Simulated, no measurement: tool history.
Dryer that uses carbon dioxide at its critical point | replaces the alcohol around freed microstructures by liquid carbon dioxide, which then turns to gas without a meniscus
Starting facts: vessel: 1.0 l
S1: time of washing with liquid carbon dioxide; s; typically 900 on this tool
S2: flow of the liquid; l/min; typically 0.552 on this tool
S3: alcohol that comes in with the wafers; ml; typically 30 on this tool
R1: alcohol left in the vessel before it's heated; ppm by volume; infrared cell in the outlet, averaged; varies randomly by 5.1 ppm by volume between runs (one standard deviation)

run 1 hour=0 | S1=900 S2=0.552 S3=30 | R1=122
run 2 hour=20 | S1=900 S2=0.552 S3=30 | R1=125
run 3 hour=49.1 | S1=900 S2=0.552 S3=30 | R1=122
run 4 hour=70.5 | S1=900 S2=0.552 S3=30 | R1=121
run 5 hour=95.5 | S1=900 S2=0.552 S3=30 | R1=136
run 6 hour=130.7 | S1=900 S2=0.552 S3=30 | R1=135
run 7 hour=158.3 | S1=900 S2=0.552 S3=30 | R1=133
run 8 hour=190.4 | S1=900 S2=0.552 S3=30 | R1=128
run 9 hour=212.2 | S1=900 S2=0.552 S3=30 | R1=144
run 10 hour=235.4 | S1=900 S2=0.552 S3=30 | R1=141
run 11 hour=264.2 | S1=720 S2=0.552 S3=87 | R1=844

Run 12 comes next. What will it give?
run 12 hour=293.2 | S1=720 S2=0.552 S3=87 | R1=?

{"run 12": {"R1": 862}}
With no hidden state in the tool, this same run would have given R1 677 ppm by volume.
